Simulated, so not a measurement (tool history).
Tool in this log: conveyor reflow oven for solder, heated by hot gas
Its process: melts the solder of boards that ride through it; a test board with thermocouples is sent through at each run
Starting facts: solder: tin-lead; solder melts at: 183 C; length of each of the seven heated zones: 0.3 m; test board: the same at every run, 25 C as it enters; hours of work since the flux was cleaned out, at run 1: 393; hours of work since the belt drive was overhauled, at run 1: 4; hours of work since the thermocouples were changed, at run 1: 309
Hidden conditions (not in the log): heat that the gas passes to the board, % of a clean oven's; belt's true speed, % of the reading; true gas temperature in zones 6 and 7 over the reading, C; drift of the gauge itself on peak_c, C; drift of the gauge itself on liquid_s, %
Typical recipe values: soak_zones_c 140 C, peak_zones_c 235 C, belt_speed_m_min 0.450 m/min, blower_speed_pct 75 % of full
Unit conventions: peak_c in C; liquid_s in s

run   hour  soak_zones_c  peak_zones_c  belt_speed_m_min  blower_speed_pct  hours of work since the flux was cleaned out  hours of work since the belt drive was overhauled  hours of work since the thermocouples were changed  peak_c  liquid_s
  1    0.0           140           235             0.450                75                                           393                                                  4                                                 309   210.3      53.3
  2   12.5           140           235             0.450                75                                           402                                                 12                                                 318   210.2      52.4
  3   21.6           140           235             0.450                75                                           408                                                 18                                                 324   210.3      52.0
  4   33.3           129           235             0.450                75                                           416                                                 26                                                 332   206.9      45.1
  5   43.9           129           235             0.450                75                                           423                                                 34                                                 340   207.5      43.9
  6   54.9           129           235             0.450                75                                           431                                                 41                                                 347   206.9      44.7
  7   64.7           129           235             0.450                75                                           437                                                 48                                                 354   206.4      44.2
  8   76.5           129           235             0.459                75                                           446                                                 56                                                 362   205.6      42.5
  9   85.1           129           235             0.459                75                                           451                                                 62                                                 368   205.5      42.2
 10   91.2           142           246             0.470                75                                           456                                                 66                                                 372   216.4      56.8
 11  106.4           140           235             0.450                60                                           466                                                 77                                                 382   205.4      46.5
 12  114.3           140           248             0.450                75                                           471                                                 82                                                 388   219.2      60.0
     123.0  -- flux residue cleaned out of gas plates and filters
 13  133.6           142           235             0.533                57                                             7                                                 92                                                 397   204.4      38.7
 14  147.5           126           240             0.446                77                                            17                                                101                                                 407   216.7      56.2
 15  161.7           143           241             0.450                75                                            27                                                111                                                 417   220.2      63.1

Take each entry between the runs: how does the hidden state at the last listed run before it differ from the hidden state at the first listed run after it?
Runs 12 to 13: flux residue cleaned out of gas plates and filters (hour 123.0)
  heat that the gas passes to the board, % of a clean oven's: 81.9 -> 99.1; belt's true speed, % of the reading: 99.72 -> 99.7; true gas temperature in zones 6 and 7 over the reading, C: -0.88 -> -0.9
  measured minus no-state result, peak_c: -7.5 -> -0.8 C; liquid_s: -6.1 -> -0.8 s
